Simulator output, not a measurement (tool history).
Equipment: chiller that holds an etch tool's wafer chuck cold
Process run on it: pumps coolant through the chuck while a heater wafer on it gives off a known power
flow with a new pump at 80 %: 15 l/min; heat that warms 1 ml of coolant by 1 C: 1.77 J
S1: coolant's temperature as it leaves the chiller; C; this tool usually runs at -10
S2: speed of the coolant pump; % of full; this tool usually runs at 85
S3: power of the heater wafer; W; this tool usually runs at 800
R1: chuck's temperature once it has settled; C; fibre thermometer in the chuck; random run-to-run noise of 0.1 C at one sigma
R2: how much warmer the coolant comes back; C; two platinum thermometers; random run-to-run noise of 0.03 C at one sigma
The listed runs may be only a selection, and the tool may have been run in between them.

run 1 hour=0 | S1=-10 S2=85 S3=800 | R1=-5.3 R2=1.89
run 2 hour=49.3 | S1=-18 S2=85 S3=800 | R1=-13.4 R2=1.86
run 3 hour=112.1 | S1=-18 S2=85 S3=800 | R1=-13.3 R2=1.86
run 4 hour=216.2 | S1=-10 S2=85 S3=800 | R1=-5.5 R2=1.89
run 5 hour=266.4 | S1=-10 S2=85 S3=800 | R1=-5.5 R2=1.86
run 6 hour=320.1 | S1=-10 S2=85 S3=800 | R1=-5.4 R2=1.9
run 7 hour=404 | S1=-10 S2=95 S3=800 | R1=-5.9 R2=1.73
run 8 hour=497.5 | S1=-10 S2=95 S3=800 | R1=-5.9 R2=1.78
run 9 hour=570.3 | S1=-10 S2=70 S3=800 | R1=-4.3 R2=2.36
run 10 hour=662.5 | S1=-10 S2=70 S3=800 | R1=-4.3 R2=2.34
run 11 hour=743.6 | S1=-10 S2=70 S3=452 | R1=-7.2 R2=1.36
run 12 hour=835.4 | S1=-10 S2=70 S3=452 | R1=-7.1 R2=1.37
run 13 hour=893.2 | S1=-10 S2=70 S3=452 | R1=-7.2 R2=1.27
run 14 hour=974.1 | S1=-10 S2=85 S3=800 | R1=-5.3 R2=1.96
run 15 hour=1043.2 | S1=-10 S2=85 S3=800 | R1=-5.3 R2=1.98
run 16 hour=1101 | S1=-10 S2=85 S3=753 | R1=-5.5 R2=1.82
run 17 hour=1203.1 | S1=0 S2=85 S3=658 | R1=3.8 R2=1.68
run 18 hour=1306.2 | S1=0 S2=85 S3=658 | R1=3.6 R2=1.66
run 19 hour=1364.6 | S1=-11 S2=74 S3=800 | R1=-5.6 R2=2.27
run 20 hour=1432.9 | S1=-11 S2=74 S3=800 | R1=-5.5 R2=2.32
run 21 hour=1529.7 | S1=-11 S2=74 S3=761 | R1=-6.1 R2=2.15
run 22 hour=1595.2 | S1=-11 S2=74 S3=761 | R1=-6 R2=2.21
-- hour=1610.8 chiller's thermometer calibrated
run 23 hour=1677.8 | S1=-2 S2=63 S3=800 | R1=5.8 R2=2.76
run 24 hour=1743.8 | S1=-2 S2=81 S3=800 | R1=4.2 R2=2.16
run 25 hour=1793.8 | S1=-9 S2=81 S3=800 | R1=-2.8 R2=2.09

Predict the results of run 26:
run 26 hour=1873 | S1=-9 S2=65 S3=780 | R1=? R2=?

R1: -2 C
R2: 2.65 C
Had the tool carried no hidden state, the very same run would have given R1 -3.6 C, R2 2.22 C.
